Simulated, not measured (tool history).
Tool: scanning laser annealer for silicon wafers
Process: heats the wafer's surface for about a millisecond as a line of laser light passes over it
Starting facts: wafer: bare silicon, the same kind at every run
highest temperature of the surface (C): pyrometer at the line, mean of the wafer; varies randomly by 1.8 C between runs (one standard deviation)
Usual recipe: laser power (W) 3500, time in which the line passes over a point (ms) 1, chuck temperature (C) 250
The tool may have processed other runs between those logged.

run,hour,laser power (W),time in which the line passes over a point (ms),chuck temperature (C),highest temperature of the surface (C)
1,0,3500,1,250,959
2,19.8,3500,1,250,960
3,43.2,3500,1,250,961
4,63.8,3500,1,250,965
5,85.1,3500,1,250,960
6,102.2,3500,1,250,961
7,122.9,3500,1,250,960
8,139.7,3500,1,250,962
9,172.9,3500,1,250,961
10,206.2,3500,1,250,962
11,226.8,3500,1,250,961
12,250.3,3500,1,249,963
13,265.2,3500,1.19,250,1022
# hour 289.4: window over the wafer cleaned
14,289.4,3500,1.19,250,1028
15,322.2,2995,1,250,848
16,354.1,3090,1,250,870
17,378.1,3090,1,250,869
18,408.2,3380,0.91,241,897
19,424.6,3380,0.91,241,894
20,458.9,3380,0.91,241,898
21,487.4,3385,0.91,241,895
22,505.7,3445,1,250,950
23,524.5,3445,1,250,951
24,554.1,3585,0.83,273,940
25,576.1,3635,0.83,243,923
26,599.5,3635,0.83,243,919
27,625.3,3341,0.98,238,908
28,647.6,3341,0.98,238,909
29,667.5,3131,0.73,250,790
30,693.5,3259,1,250,905
31,721.3,3242,1.18,240,948
32,754.8,3779,0.73,237,902
33,783.2,3779,0.92,237,982
34,813.9,3779,0.92,237,983

Alternative continuations, all from the tool just after run 34; predict every row:
A,845.2,3500,1.04,250,?
B,845.2,3500,1.02,250,?
C,845.2,3650,1.24,272,?
D,845.2,3528,0.98,257,?

run,highest temperature of the surface (C)
A,973
B,968
C,1102
D,971
The same runs, with their run-to-run variation unchanged, on a tool lacking any hidden condition would have given:
run,highest temperature of the surface (C)
A,973
B,968
C,1102
D,971
